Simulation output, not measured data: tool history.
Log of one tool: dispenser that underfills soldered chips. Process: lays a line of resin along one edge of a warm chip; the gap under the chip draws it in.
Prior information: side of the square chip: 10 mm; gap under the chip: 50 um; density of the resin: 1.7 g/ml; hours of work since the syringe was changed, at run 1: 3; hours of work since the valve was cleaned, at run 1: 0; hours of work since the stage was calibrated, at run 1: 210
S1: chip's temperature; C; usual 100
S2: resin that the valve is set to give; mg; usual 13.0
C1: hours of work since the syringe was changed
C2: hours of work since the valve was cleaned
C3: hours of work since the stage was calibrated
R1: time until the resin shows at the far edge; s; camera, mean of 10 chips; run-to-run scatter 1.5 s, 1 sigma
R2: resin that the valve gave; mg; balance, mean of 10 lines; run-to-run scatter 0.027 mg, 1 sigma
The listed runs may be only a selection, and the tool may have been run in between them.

| run | hour | S1 | S2 | C1 | C2 | C3 | R1 | R2 |
|---|---|---|---|---|---|---|---|---|
| 1 | 0.0 | 100 | 13.0 | 3 | 0 | 210 | 153.4 | 12.99 |
| 2 | 10.2 | 109 | 13.0 | 10 | 7 | 217 | 160.2 | 12.94 |
|  | 11.4 | new syringe of resin |
| 3 | 18.9 | 109 | 12.6 | 5 | 13 | 223 | 132.7 | 12.56 |
|  | 26.3 | new syringe of resin |
| 4 | 32.0 | 100 | 13.0 | 4 | 23 | 232 | 162.2 | 12.85 |
|  | 42.0 | new syringe of resin |
| 5 | 42.0 | 100 | 13.0 | 0 | 30 | 239 | 139.8 | 12.82 |
| 6 | 50.4 | 109 | 13.0 | 6 | 36 | 245 | 139.6 | 12.78 |
|  | 56.6 | new syringe of resin |
| 7 | 60.8 | 111 | 13.0 | 3 | 43 | 253 | 114.3 | 12.75 |
|  | 71.2 | new syringe of resin |
| 8 | 71.2 | 100 | 13.0 | 0 | 50 | 260 | 134.0 | 12.65 |
|  | 86.0 | new syringe of resin |
| 9 | 86.1 | 100 | 13.0 | 0 | 61 | 271 | 135.2 | 12.62 |
|  | 100.8 | new syringe of resin |
| 10 | 100.8 | 109 | 13.0 | 0 | 71 | 281 | 107.4 | 12.60 |
| 11 | 112.0 | 109 | 13.0 | 8 | 79 | 289 | 144.8 | 12.54 |
|  | 116.3 | new syringe of resin |
| 12 | 120.9 | 109 | 13.0 | 3 | 86 | 295 | 122.7 | 12.52 |
|  | 131.5 | new syringe of resin |
|  | 132.5 | dispensing valve cleaned and set on the balance |
| 13 | 132.5 | 100 | 13.0 | 0 | 0 | 303 | 140.9 | 13.04 |
| 14 | 140.8 | 100 | 13.1 | 6 | 6 | 309 | 173.0 | 13.01 |
|  | 147.5 | new syringe of resin |
| 15 | 151.6 | 100 | 13.0 | 3 | 14 | 316 | 154.3 | 12.97 |
|  | 162.8 | new syringe of resin |
| 16 | 162.8 | 106 | 15.8 | 0 | 21 | 324 | 113.5 | 15.61 |
| 17 | 171.9 | 106 | 15.8 | 7 | 28 | 331 | 144.6 | 15.58 |
|  | 177.6 | new syringe of resin |
| 18 | 180.6 | 106 | 13.2 | 2 | 34 | 337 | 130.6 | 13.02 |
|  | 192.7 | new syringe of resin |
| 19 | 196.7 | 95 | 13.8 | 3 | 46 | 348 | 169.6 | 13.54 |
|  | 208.0 | new syringe of resin |
| 20 | 212.4 | 95 | 13.8 | 3 | 57 | 359 | 180.5 | 13.44 |
|  | 223.1 | new syringe of resin |
| 21 | 228.4 | 96 | 12.5 | 4 | 68 | 371 | 174.5 | 12.10 |
|  | 237.5 | new syringe of resin |
| 22 | 239.0 | 103 | 13.8 | 1 | 75 | 378 | 130.2 | 13.31 |
| 23 | 250.1 | 103 | 13.8 | 9 | 83 | 386 | 177.5 | 13.26 |
|  | 253.1 | new syringe of resin |
|  | 264.4 | dispensing valve cleaned and set on the balance |
| 24 | 264.9 | 113 | 11.8 | 8 | 0 | 396 | 133.3 | 11.76 |
|  | 269.9 | new syringe of resin |
| 25 | 281.2 | 87 | 15.1 | 8 | 12 | 408 | 263.7 | 15.00 |
|  | 285.4 | new syringe of resin |
| 26 | 293.8 | 101 | 11.1 | 6 | 21 | 416 | 166.6 | 10.95 |
|  | 300.2 | new syringe of resin |
| 27 | 301.8 | 92 | 12.1 | 1 | 26 | 422 | 179.6 | 11.91 |
|  | 314.8 | new syringe of resin |
| 28 | 316.5 | 86 | 15.9 | 1 | 37 | 432 | 201.3 | 15.60 |
| 29 | 324.8 | 103 | 11.9 | 7 | 43 | 438 | 165.8 | 11.62 |

What if the next run were any one of these 3? Each begins from the tool's condition after run 29:
|  | 329.3 | new syringe of resin |
| A | 334.3 | 100 | 15.0 | 4 | 49 | 445 | ? | ? |
|  | 329.3 | new syringe of resin |
| B | 334.3 | 115 | 16.4 | 4 | 49 | 445 | ? | ? |
|  | 329.3 | new syringe of resin |
| C | 334.3 | 110 | 11.9 | 4 | 49 | 445 | ? | ? |

| run | R1 | R2 |
|---|---|---|
| A | 148.5 | 14.64 |
| B | 101.5 | 15.98 |
| C | 117.3 | 11.57 |
Stripped of hidden state, with their random variation kept, the same runs would have yielded:
| run | R1 | R2 |
|---|---|---|
| A | 141.4 | 15.03 |
| B | 96.3 | 16.41 |
| C | 110.9 | 11.88 |

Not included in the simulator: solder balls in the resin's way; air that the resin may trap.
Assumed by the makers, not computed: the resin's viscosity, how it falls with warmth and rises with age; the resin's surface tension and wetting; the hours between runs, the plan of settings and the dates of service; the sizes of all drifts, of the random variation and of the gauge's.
